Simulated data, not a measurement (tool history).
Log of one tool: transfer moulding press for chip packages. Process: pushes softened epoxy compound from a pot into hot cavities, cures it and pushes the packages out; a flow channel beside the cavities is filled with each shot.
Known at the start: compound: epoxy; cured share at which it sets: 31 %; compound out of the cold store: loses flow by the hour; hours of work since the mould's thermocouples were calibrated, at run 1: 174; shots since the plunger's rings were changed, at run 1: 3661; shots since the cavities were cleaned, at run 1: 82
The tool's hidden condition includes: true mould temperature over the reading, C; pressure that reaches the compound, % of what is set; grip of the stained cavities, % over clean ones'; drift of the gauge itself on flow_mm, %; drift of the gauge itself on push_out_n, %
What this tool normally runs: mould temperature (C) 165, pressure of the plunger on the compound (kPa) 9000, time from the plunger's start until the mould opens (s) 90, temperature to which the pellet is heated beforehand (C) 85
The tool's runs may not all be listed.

| run | hour | mould temperature (C) | pressure of the plunger on the compound (kPa) | time from the plunger's start until the mould opens (s) | temperature to which the pellet is heated beforehand (C) | hours of work since the mould's thermocouples were calibrated | shots since the plunger's rings were changed | shots since the cavities were cleaned | incoming compound's hours out of the cold store | length that the compound runs in the flow channel (mm) | greatest force on the pins that push the packages out (N) |
|---|---|---|---|---|---|---|---|---|---|---|---|
| 1 | 0.0 | 165 | 9000 | 90 | 85 | 174 | 3661 | 82 | 47.5 | 643 | 597 |
| 2 | 10.9 | 165 | 9000 | 90 | 85 | 180 | 3770 | 191 | 16.8 | 710 | 688 |
|  | 21.4 | plunger's sealing rings changed |
| 3 | 23.7 | 165 | 9000 | 90 | 85 | 186 | 23 | 295 | 14.8 | 767 | 741 |
| 4 | 37.2 | 165 | 9000 | 90 | 85 | 193 | 159 | 431 | 35.5 | 724 | 752 |
| 5 | 45.5 | 165 | 9000 | 90 | 85 | 197 | 243 | 515 | 15.5 | 767 | 843 |
|  | 51.1 | cavities cleaned with cleaning compound and waxed |
| 6 | 55.0 | 165 | 9000 | 90 | 85 | 202 | 323 | 40 | 32.5 | 727 | 552 |
| 7 | 69.1 | 165 | 9000 | 90 | 85 | 209 | 465 | 182 | 33.8 | 728 | 649 |
| 8 | 80.3 | 165 | 9000 | 90 | 85 | 215 | 577 | 294 | 44.7 | 714 | 720 |
| 9 | 89.3 | 165 | 9000 | 90 | 85 | 220 | 668 | 385 | 12.0 | 751 | 770 |
|  | 92.4 | mould's thermocouples calibrated |
| 10 | 104.9 | 165 | 9000 | 90 | 85 | 7 | 804 | 521 | 41.8 | 704 | 811 |
|  | 108.9 | cavities cleaned with cleaning compound and waxed |
| 11 | 121.2 | 165 | 9000 | 90 | 85 | 15 | 953 | 124 | 34.8 | 709 | 607 |
|  | 124.9 | mould's thermocouples calibrated, once more |
| 12 | 133.1 | 165 | 8500 | 90 | 85 | 4 | 1053 | 224 | 14.6 | 729 | 710 |
| 13 | 140.8 | 165 | 8500 | 90 | 85 | 9 | 1129 | 300 | 22.4 | 712 | 750 |
| 14 | 149.8 | 165 | 9000 | 119 | 85 | 13 | 1220 | 391 | 14.0 | 755 | 640 |
| 15 | 158.6 | 165 | 9490 | 73 | 90 | 18 | 1309 | 480 | 42.7 | 718 | 1129 |
|  | 166.7 | cavities cleaned with cleaning compound and waxed |
| 16 | 173.9 | 165 | 9490 | 73 | 90 | 25 | 1448 | 73 | 27.7 | 739 | 844 |
| 17 | 184.2 | 162 | 6900 | 73 | 90 | 31 | 1551 | 176 | 15.3 | 659 | 1263 |
| 18 | 195.7 | 163 | 9350 | 78 | 79 | 37 | 1667 | 292 | 36.5 | 728 | 1054 |
| 19 | 209.3 | 163 | 9350 | 111 | 87 | 44 | 1804 | 429 | 32.0 | 735 | 688 |
|  | 222.9 | cavities cleaned with cleaning compound and waxed |
| 20 | 222.9 | 160 | 8080 | 71 | 87 | 51 | 1924 | 0 | 25.2 | 691 | 1217 |
| 21 | 229.0 | 160 | 8080 | 71 | 87 | 54 | 1987 | 63 | 23.7 | 693 | 1293 |
| 22 | 236.7 | 172 | 8080 | 71 | 82 | 58 | 2063 | 139 | 37.9 | 645 | 634 |
| 23 | 248.9 | 165 | 9440 | 121 | 82 | 65 | 2187 | 263 | 11.7 | 760 | 578 |
| 24 | 259.6 | 160 | 8400 | 99 | 85 | 70 | 2293 | 369 | 16.5 | 723 | 862 |
| 25 | 272.7 | 160 | 8400 | 99 | 85 | 78 | 2425 | 501 | 28.5 | 696 | 925 |
|  | 278.6 | cavities cleaned with cleaning compound and waxed |
| 26 | 285.2 | 160 | 8030 | 98 | 93 | 83 | 2536 | 66 | 31.0 | 668 | 688 |
| 27 | 291.7 | 171 | 8650 | 126 | 78 | 87 | 2601 | 131 | 9.4 | 709 | 500 |
| 28 | 302.6 | 165 | 7590 | 75 | 85 | 93 | 2711 | 241 | 25.8 | 642 | 981 |

What if the next run were any one of these 3? Each begins from the tool's condition after run 28:
| A | 315.8 | 165 | 8340 | 111 | 81 | 100 | 2844 | 374 | 30.5 | ? | ? |
| B | 315.8 | 165 | 9000 | 88 | 85 | 100 | 2844 | 374 | 29.7 | ? | ? |
| C | 315.8 | 165 | 9920 | 75 | 85 | 100 | 2844 | 374 | 9.5 | ? | ? |

| run | length that the compound runs in the flow channel (mm) | greatest force on the pins that push the packages out (N) |
|---|---|---|
| A | 675 | 648 |
| B | 699 | 786 |
| C | 767 | 1057 |
With no hidden state in the tool, these same runs would have given:
| run | length that the compound runs in the flow channel (mm) | greatest force on the pins that push the packages out (N) |
|---|---|---|
| A | 714 | 444 |
| B | 740 | 537 |
| C | 813 | 716 |
